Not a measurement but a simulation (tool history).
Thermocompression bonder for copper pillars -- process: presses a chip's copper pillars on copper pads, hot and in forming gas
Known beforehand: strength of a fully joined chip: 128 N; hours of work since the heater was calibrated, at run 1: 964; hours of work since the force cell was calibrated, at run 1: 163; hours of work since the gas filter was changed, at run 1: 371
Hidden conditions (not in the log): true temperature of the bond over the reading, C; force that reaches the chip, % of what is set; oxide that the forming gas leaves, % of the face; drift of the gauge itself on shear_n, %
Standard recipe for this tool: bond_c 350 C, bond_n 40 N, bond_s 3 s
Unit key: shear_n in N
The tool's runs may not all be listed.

| run | hour | bond_c | bond_n | bond_s | hours of work since the heater was calibrated | hours of work since the force cell was calibrated | hours of work since the gas filter was changed | shear_n |
|---|---|---|---|---|---|---|---|---|
| 1 | 0.0 | 350 | 40 | 3 | 964 | 163 | 371 | 35.2 |
| 2 | 9.2 | 350 | 40 | 3 | 969 | 168 | 377 | 36.4 |
| 3 | 18.3 | 345 | 40 | 3 | 974 | 174 | 382 | 35.5 |
|  | 24.8 | forming gas filter changed |
| 4 | 26.7 | 345 | 40 | 3 | 979 | 178 | 1 | 39.1 |
| 5 | 31.3 | 345 | 45 | 3 | 982 | 181 | 4 | 43.6 |
| 6 | 37.8 | 345 | 45 | 3 | 985 | 185 | 8 | 43.9 |
| 7 | 44.8 | 345 | 45 | 3 | 990 | 189 | 12 | 42.5 |
| 8 | 51.9 | 345 | 45 | 3 | 994 | 193 | 16 | 42.4 |
| 9 | 60.5 | 350 | 40 | 3 | 999 | 198 | 21 | 40.5 |
| 10 | 71.3 | 322 | 40 | 5 | 1005 | 204 | 27 | 33.0 |
| 11 | 77.4 | 336 | 52 | 6 | 1009 | 208 | 31 | 55.0 |
| 12 | 85.1 | 379 | 59 | 7 | 1013 | 212 | 35 | 96.8 |
| 13 | 90.3 | 372 | 40 | 5 | 1016 | 215 | 38 | 62.5 |
| 14 | 95.1 | 379 | 40 | 4 | 1019 | 218 | 41 | 60.9 |
| 15 | 106.2 | 334 | 25 | 6 | 1025 | 225 | 47 | 25.5 |
| 16 | 111.4 | 334 | 25 | 6 | 1028 | 228 | 50 | 26.9 |
| 17 | 119.0 | 334 | 25 | 6 | 1033 | 232 | 55 | 26.2 |

Results per run with the tool's hidden condition removed, run-to-run variation unchanged:
| run | shear_n |
|---|---|
| 1 | 43.6 |
| 2 | 45.1 |
| 3 | 44.0 |
| 4 | 43.6 |
| 5 | 48.5 |
| 6 | 48.9 |
| 7 | 47.6 |
| 8 | 47.6 |
| 9 | 45.4 |
| 10 | 37.8 |
| 11 | 61.5 |
| 12 | 103.1 |
| 13 | 69.0 |
| 14 | 67.3 |
| 15 | 29.4 |
| 16 | 31.0 |
| 17 | 30.3 |
